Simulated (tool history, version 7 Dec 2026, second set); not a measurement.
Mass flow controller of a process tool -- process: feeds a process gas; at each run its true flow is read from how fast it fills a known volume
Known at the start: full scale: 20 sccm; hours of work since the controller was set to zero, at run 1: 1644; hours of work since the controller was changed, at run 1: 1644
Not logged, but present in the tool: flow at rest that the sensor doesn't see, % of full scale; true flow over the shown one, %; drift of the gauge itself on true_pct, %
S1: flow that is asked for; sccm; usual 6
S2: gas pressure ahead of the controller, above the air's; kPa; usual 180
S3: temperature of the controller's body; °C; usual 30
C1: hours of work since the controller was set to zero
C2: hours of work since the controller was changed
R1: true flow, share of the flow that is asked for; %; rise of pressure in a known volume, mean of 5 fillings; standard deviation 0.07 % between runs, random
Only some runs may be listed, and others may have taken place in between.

Run 1, hour 0: usual settings; C1 1644; C2 1644. Result: R1 99.76 %.
Run 2, hour 76.4: usual settings but S2 162 kPa; C1 1676; C2 1676. Result: R1 99.71 %.
Run 3, hour 128.8: usual settings but S2 162 kPa; C1 1697; C2 1697. Result: R1 99.71 %.
Run 4, hour 245.9: usual settings but S2 162 kPa; C1 1746; C2 1746. Result: R1 99.81 %.
Run 5, hour 312.6: usual settings but S2 162 kPa; C1 1773; C2 1773. Result: R1 99.66 %.
Run 6, hour 394.5: usual settings; C1 1807; C2 1807. Result: R1 99.9 %.
Run 7, hour 488.8: usual settings; C1 1846; C2 1846. Result: R1 99.93 %.
Run 8, hour 599.1: usual settings; C1 1891; C2 1891. Result: R1 99.94 %.
Run 9, hour 663.6: usual settings; C1 1918; C2 1918. Result: R1 99.97 %.
Run 10, hour 779.5: usual settings; C1 1965; C2 1965. Result: R1 99.93 %.
Run 11, hour 874.8: usual settings; C1 2004; C2 2004. Result: R1 99.96 %.
Run 12, hour 998.4: usual settings; C1 2055; C2 2055. Result: R1 100 %.
Run 13, hour 1105.1: usual settings; C1 2099; C2 2099. Result: R1 100.08 %.
Run 14, hour 1193.5: usual settings but S2 166 kPa; C1 2136; C2 2136. Result: R1 99.95 %.
Run 15, hour 1318: usual settings but S1 14 sccm; C1 2187; C2 2187. Result: R1 100.6 %.
Run 16, hour 1399.1: usual settings but S1 14 sccm; C1 2220; C2 2220. Result: R1 100.69 %.
Run 17, hour 1497.1: usual settings but S1 14 sccm, S2 169 kPa; C1 2261; C2 2261. Result: R1 100.52 %.
Run 18, hour 1599.8: usual settings but S1 14 sccm, S2 169 kPa; C1 2303; C2 2303. Result: R1 100.54 %.
Run 19, hour 1683.7: usual settings but S3 26 °C; C1 2337; C2 2337. Result: R1 99.96 %.
At hour 1694.7: controller's zero set anew.
Run 20, hour 1777.6: usual settings but S3 26 °C; C1 34; C2 2376. Result: R1 100.11 %.
Run 21, hour 1846.6: usual settings but S3 26 °C; C1 63; C2 2404. Result: R1 100.18 %.
Run 22, hour 1940.8: usual settings but S3 26 °C; C1 101; C2 2443. Result: R1 100.32 %.
Run 23, hour 2053.8: usual settings but S1 3 sccm, S2 233 kPa, S3 28 °C; C1 148; C2 2490. Result: R1 101.63 %.
Run 24, hour 2132.8: usual settings but S1 5 sccm; C1 180; C2 2522. Result: R1 100.73 %.
Run 25, hour 2205.7: usual settings but S1 5 sccm; C1 210; C2 2552. Result: R1 100.8 %.
Run 26, hour 2262.5: usual settings but S2 258 kPa; C1 234; C2 2575. Result: R1 100.62 %.
Run 27, hour 2342.8: usual settings but S2 258 kPa; C1 267; C2 2609. Result: R1 100.76 %.
At hour 2378.4: controller's zero set anew, once more.
Run 28, hour 2423.7: usual settings but S2 210 kPa, S3 38 °C; C1 19; C2 2642. Result: R1 99.97 %.
Run 29, hour 2508.6: usual settings but S2 210 kPa, S3 38 °C; C1 54; C2 2677. Result: R1 99.9 %.
Run 30, hour 2591.7: usual settings but S2 210 kPa, S3 38 °C; C1 88; C2 2711. Result: R1 99.98 %.
Run 31, hour 2650.2: usual settings but S1 14 sccm, S2 203 kPa; C1 112; C2 2735. Result: R1 100.26 %.
Run 32, hour 2727.4: usual settings but S1 14 sccm, S2 203 kPa; C1 144; C2 2767. Result: R1 100.34 %.
Run 33, hour 2850.3: usual settings but S1 5 sccm, S2 174 kPa, S3 21 °C; C1 194; C2 2817. Result: R1 98.6 %.
Run 34, hour 2976.5: usual settings but S1 5 sccm, S2 174 kPa, S3 25 °C; C1 246; C2 2869. Result: R1 98.91 %.
Run 35, hour 3064.2: usual settings but S1 18 sccm, S2 164 kPa, S3 39 °C; C1 282; C2 2905. Result: R1 101.42 %.
Run 36, hour 3187.7: usual settings but S1 18 sccm, S2 203 kPa, S3 32 °C; C1 333; C2 2956. Result: R1 100.97 %.
Run 37, hour 3246.3: usual settings but S1 18 sccm, S2 203 kPa, S3 32 °C; C1 357; C2 2980. Result: R1 100.94 %.
Run 38, hour 3336.7: usual settings but S1 7 sccm, S2 141 kPa, S3 38 °C; C1 394; C2 3017. Result: R1 100 %.
Run 39, hour 3429.1: usual settings but S1 7 sccm, S2 141 kPa, S3 38 °C; C1 432; C2 3055. Result: R1 100.13 %.
Run 40, hour 3486: usual settings but S1 7 sccm, S2 141 kPa, S3 38 °C; C1 456; C2 3079. Result: R1 100.13 %.
Run 41, hour 3573.4: usual settings but S1 7 sccm, S2 154 kPa, S3 35 °C; C1 492; C2 3115. Result: R1 99.84 %.

A few steps of R1 between consecutive runs. Split each: what settings, incoming material and random variation would produce without the hidden state, and what is left over for the hidden state, along with gauge scatter present in only one of the two compared results (measured, and without hidden state):
Run 22 -> 23: S1 6 -> 3, S2 180 -> 233, S3 26 -> 28. R1 +1.31 %: hidden state +1.53, all else -0.22.
Run 23 -> 24: S1 3 -> 5, S2 233 -> 180, S3 28 -> 30. R1 -0.9 %: hidden state -1.17, all else +0.27.
Run 27 -> 28: S2 258 -> 210, S3 30 -> 38, controller's zero set anew, once more. R1 -0.79 %: hidden state -1.37, all else +0.58.
Run 32 -> 33: S1 14 -> 5, S2 203 -> 174, S3 30 -> 21. R1 -1.74 %: hidden state +0.23, all else -1.97.
Run 34 -> 35: S1 5 -> 18, S2 174 -> 164, S3 25 -> 39. R1 +2.51 %: hidden state -0.26, all else +2.77.

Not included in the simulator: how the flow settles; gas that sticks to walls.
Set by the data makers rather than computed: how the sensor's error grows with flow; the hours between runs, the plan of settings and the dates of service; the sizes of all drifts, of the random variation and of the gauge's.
